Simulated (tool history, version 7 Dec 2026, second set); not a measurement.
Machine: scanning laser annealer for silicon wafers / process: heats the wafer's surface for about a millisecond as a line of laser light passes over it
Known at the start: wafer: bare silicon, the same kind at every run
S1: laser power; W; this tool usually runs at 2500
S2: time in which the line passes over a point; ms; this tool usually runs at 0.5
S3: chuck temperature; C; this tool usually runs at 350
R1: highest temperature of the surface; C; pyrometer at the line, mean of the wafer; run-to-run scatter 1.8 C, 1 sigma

{"run": 1, "hour": 0.0, "S1": 2500, "S2": 0.5, "S3": 350, "R1": 1039}
{"run": 2, "hour": 70.1, "S1": 2500, "S2": 0.5, "S3": 350, "R1": 1035}
{"run": 3, "hour": 114.3, "S1": 2500, "S2": 0.5, "S3": 321, "R1": 1002}
{"run": 4, "hour": 147.9, "S1": 2500, "S2": 0.5, "S3": 321, "R1": 999}
{"run": 5, "hour": 190.6, "S1": 2500, "S2": 0.5, "S3": 321, "R1": 997}
{"run": 6, "hour": 249.4, "S1": 2284, "S2": 0.5, "S3": 321, "R1": 921}
{"hour": 257.5, "done": "window over the wafer cleaned"}
{"run": 7, "hour": 326.8, "S1": 2500, "S2": 0.5, "S3": 350, "R1": 1014}
{"hour": 345.7, "done": "optics aligned, line set to its width"}
{"run": 8, "hour": 384.9, "S1": 2500, "S2": 0.5, "S3": 361, "R1": 1028}
{"run": 9, "hour": 463.2, "S1": 2668, "S2": 0.5, "S3": 350, "R1": 1066}
{"run": 10, "hour": 510.3, "S1": 2458, "S2": 0.442, "S3": 383, "R1": 988}
{"run": 11, "hour": 583.8, "S1": 2143, "S2": 0.588, "S3": 350, "R1": 942}
{"hour": 594.8, "done": "window over the wafer cleaned, once more"}
{"run": 12, "hour": 655.4, "S1": 2500, "S2": 0.5, "S3": 331, "R1": 1037}
{"run": 13, "hour": 736.9, "S1": 2547, "S2": 0.5, "S3": 350, "R1": 1065}
{"run": 14, "hour": 816.9, "S1": 2500, "S2": 0.413, "S3": 342, "R1": 970}
{"run": 15, "hour": 893.5, "S1": 2581, "S2": 0.419, "S3": 368, "R1": 1017}
{"run": 16, "hour": 953.3, "S1": 2581, "S2": 0.419, "S3": 341, "R1": 992}
{"run": 17, "hour": 994.3, "S1": 2581, "S2": 0.419, "S3": 341, "R1": 985}
{"run": 18, "hour": 1037.7, "S1": 2217, "S2": 0.5, "S3": 350, "R1": 932}

Branching from run 18: 5 alternative next runs. What would each branch give?
{"run": "A", "hour": 1105.7, "S1": 2217, "S2": 0.567, "S3": 320, "R1": "?"}
{"run": "B", "hour": 1105.7, "S1": 2734, "S2": 0.499, "S3": 338, "R1": "?"}
{"run": "C", "hour": 1105.7, "S1": 2217, "S2": 0.612, "S3": 350, "R1": "?"}
{"run": "D", "hour": 1105.7, "S1": 2500, "S2": 0.5, "S3": 382, "R1": "?"}
{"run": "E", "hour": 1105.7, "S1": 2502, "S2": 0.5, "S3": 350, "R1": "?"}

run=A R1=942
run=B R1=1088
run=C R1=998
run=D R1=1055
run=E R1=1025
Stripped of hidden state, with their random variation kept, the same runs would have yielded:
run=A R1=982
run=B R1=1136
run=C R1=1039
run=D R1=1098
run=E R1=1068
